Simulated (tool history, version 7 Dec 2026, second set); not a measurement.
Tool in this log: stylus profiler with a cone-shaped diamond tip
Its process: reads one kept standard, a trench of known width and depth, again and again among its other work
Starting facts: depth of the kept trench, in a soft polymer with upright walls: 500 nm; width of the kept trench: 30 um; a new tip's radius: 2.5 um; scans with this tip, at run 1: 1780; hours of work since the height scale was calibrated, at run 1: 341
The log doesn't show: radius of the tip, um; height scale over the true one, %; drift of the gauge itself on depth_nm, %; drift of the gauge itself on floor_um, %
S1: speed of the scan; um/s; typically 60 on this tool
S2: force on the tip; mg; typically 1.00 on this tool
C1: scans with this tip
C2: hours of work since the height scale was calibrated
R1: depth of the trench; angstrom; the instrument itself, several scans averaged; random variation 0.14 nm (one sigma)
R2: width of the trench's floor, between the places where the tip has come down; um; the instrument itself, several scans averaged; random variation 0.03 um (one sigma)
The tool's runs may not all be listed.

Run 1, hour 0.0: usual settings; C1 1780; C2 341. Result: R1 5018.2 angstrom, R2 26.33 um.
Run 2, hour 19.2: usual settings but S2 2.06 mg; C1 1837; C2 352. Result: R1 5031.0 angstrom, R2 26.34 um.
Run 3, hour 36.9: usual settings but S2 2.06 mg; C1 1889; C2 362. Result: R1 5029.2 angstrom, R2 26.34 um.
Run 4, hour 60.8: usual settings but S2 2.06 mg; C1 1959; C2 375. Result: R1 5028.5 angstrom, R2 26.36 um.
Run 5, hour 80.4: usual settings but S2 2.06 mg; C1 2017; C2 386. Result: R1 5030.0 angstrom, R2 26.33 um.
Run 6, hour 109.8: usual settings but S2 2.06 mg; C1 2104; C2 403. Result: R1 5030.8 angstrom, R2 26.26 um.
Run 7, hour 131.4: usual settings but S2 2.06 mg; C1 2167; C2 415. Result: R1 5027.8 angstrom, R2 26.19 um.
Run 8, hour 163.2: usual settings but S2 2.06 mg; C1 2261; C2 433. Result: R1 5027.4 angstrom, R2 26.17 um.
Run 9, hour 192.1: usual settings but S2 2.06 mg; C1 2346; C2 449. Result: R1 5029.6 angstrom, R2 26.23 um.
Run 10, hour 212.1: usual settings but S2 2.06 mg; C1 2406; C2 460. Result: R1 5029.7 angstrom, R2 26.17 um.
Run 11, hour 225.9: usual settings but S2 2.06 mg; C1 2446; C2 468. Result: R1 5028.8 angstrom, R2 26.21 um.
Run 12, hour 249.1: usual settings but S2 2.06 mg; C1 2515; C2 481. Result: R1 5028.8 angstrom, R2 26.12 um.
Run 13, hour 275.0: usual settings but S2 2.06 mg; C1 2591; C2 496. Result: R1 5027.8 angstrom, R2 26.08 um.
Run 14, hour 300.5: usual settings but S2 2.06 mg; C1 2666; C2 510. Result: R1 5028.1 angstrom, R2 26.05 um.
At hour 302.6: height scale calibrated on a step standard.
Run 15, hour 327.6: usual settings but S2 2.06 mg; C1 2745; C2 14. Result: R1 5026.8 angstrom, R2 26.08 um.
Run 16, hour 353.3: usual settings but S2 2.67 mg; C1 2820; C2 29. Result: R1 5031.0 angstrom, R2 26.02 um.
Run 17, hour 373.9: usual settings but S2 2.67 mg; C1 2881; C2 40. Result: R1 5031.0 angstrom, R2 26.05 um.
Run 18, hour 393.5: usual settings but S1 16 um/s, S2 2.67 mg; C1 2939; C2 51. Result: R1 5028.3 angstrom, R2 26.11 um.
Run 19, hour 415.9: usual settings but S1 16 um/s, S2 2.67 mg; C1 3005; C2 64. Result: R1 5033.0 angstrom, R2 26.15 um.
Run 20, hour 448.9: usual settings but S1 106 um/s; C1 3102; C2 83. Result: R1 5010.1 angstrom, R2 25.76 um.
Run 21, hour 466.4: usual settings but S1 106 um/s; C1 3154; C2 92. Result: R1 5012.2 angstrom, R2 25.73 um.
Run 22, hour 483.7: usual settings; C1 3205; C2 102. Result: R1 5008.8 angstrom, R2 25.89 um.
At hour 505.5: height scale calibrated on a step standard, once more.
Run 23, hour 508.7: usual settings; C1 3277; C2 2. Result: R1 5024.9 angstrom, R2 25.89 um.
Run 24, hour 538.5: usual settings; C1 3365; C2 19. Result: R1 5023.0 angstrom, R2 25.84 um.
Run 25, hour 564.9: usual settings but S1 224 um/s, S2 1.97 mg; C1 3443; C2 34. Result: R1 5035.4 angstrom, R2 25.46 um.
Run 26, hour 585.9: usual settings but S1 224 um/s, S2 2.31 mg; C1 3505; C2 45. Result: R1 5036.8 angstrom, R2 25.55 um.
Run 27, hour 603.4: usual settings but S1 224 um/s, S2 2.31 mg; C1 3557; C2 55. Result: R1 5039.8 angstrom, R2 25.47 um.
Run 28, hour 623.4: usual settings but S1 173 um/s, S2 0.45 mg; C1 3616; C2 67. Result: R1 5013.2 angstrom, R2 25.04 um.
Run 29, hour 646.1: usual settings but S1 16 um/s, S2 2.77 mg; C1 3683; C2 79. Result: R1 5041.6 angstrom, R2 25.96 um.
Run 30, hour 668.6: usual settings but S1 16 um/s, S2 2.77 mg; C1 3749; C2 92. Result: R1 5046.7 angstrom, R2 25.93 um.
Run 31, hour 692.3: usual settings but S1 16 um/s, S2 0.86 mg; C1 3819; C2 105. Result: R1 5020.0 angstrom, R2 25.87 um.
Run 32, hour 725.6: usual settings but S1 38 um/s, S2 1.15 mg; C1 3917; C2 124. Result: R1 5022.4 angstrom, R2 25.77 um.
Run 33, hour 756.7: usual settings but S1 101 um/s, S2 1.80 mg; C1 4009; C2 142. Result: R1 5033.3 angstrom, R2 25.67 um.
Run 34, hour 784.6: usual settings but S1 43 um/s; C1 4091; C2 158. Result: R1 5022.8 angstrom, R2 25.72 um.
Run 35, hour 812.0: usual settings but S1 16 um/s, S2 0.36 mg; C1 4172; C2 173. Result: R1 5010.2 angstrom, R2 25.80 um.
Run 36, hour 840.7: usual settings but S1 25 um/s; C1 4256; C2 189. Result: R1 5021.6 angstrom, R2 25.76 um.
Run 37, hour 862.1: usual settings but S1 15 um/s, S2 0.45 mg; C1 4320; C2 201. Result: R1 5010.3 angstrom, R2 25.72 um.
Run 38, hour 880.9: usual settings but S1 15 um/s, S2 0.45 mg; C1 4375; C2 212. Result: R1 5010.2 angstrom, R2 25.70 um.
Run 39, hour 909.5: usual settings but S1 15 um/s, S2 0.45 mg; C1 4459; C2 228. Result: R1 5010.2 angstrom, R2 25.72 um.
Run 40, hour 930.4: usual settings but S1 15 um/s, S2 0.45 mg; C1 4521; C2 240. Result: R1 5011.7 angstrom, R2 25.68 um.
Run 41, hour 958.6: usual settings but S1 146 um/s, S2 1.88 mg; C1 4604; C2 256. Result: R1 5033.1 angstrom, R2 25.36 um.
Run 42, hour 980.2: usual settings but S1 146 um/s, S2 1.88 mg; C1 4668; C2 268. Result: R1 5033.3 angstrom, R2 25.39 um.
Run 43, hour 996.3: usual settings but S1 50 um/s, S2 0.64 mg; C1 4715; C2 277. Result: R1 5012.9 angstrom, R2 25.49 um.
Run 44, hour 1023.5: usual settings but S1 235 um/s, S2 1.26 mg; C1 4795; C2 292. Result: R1 5020.7 angstrom, R2 24.98 um.
Run 45, hour 1038.2: usual settings but S1 47 um/s, S2 0.72 mg; C1 4839; C2 301. Result: R1 5014.7 angstrom, R2 25.57 um.
Run 46, hour 1055.3: usual settings but S1 47 um/s, S2 0.72 mg; C1 4889; C2 310. Result: R1 5016.0 angstrom, R2 25.44 um.

3 ways to go on from here, each from the tool as it stands after run 46. What would each give?
Run A, hour 1070.7: usual settings but S1 27 um/s, S2 1.83 mg; C1 4935; C2 319. Result: R1 ?, R2 ?.
Run B, hour 1070.7: usual settings but S1 119 um/s, S2 1.51 mg; C1 4935; C2 319. Result: R1 ?, R2 ?.
Run C, hour 1070.7: usual settings but S1 47 um/s, S2 0.58 mg; C1 4935; C2 319. Result: R1 ?, R2 ?.

run      R1     R2
  A  5028.1  25.60
  B  5027.2  25.35
  C  5011.8  25.47
What these runs would have given with no unlogged condition in the tool:
run      R1     R2
  A  5031.3  26.93
  B  5030.4  26.68
  C  5015.0  26.80
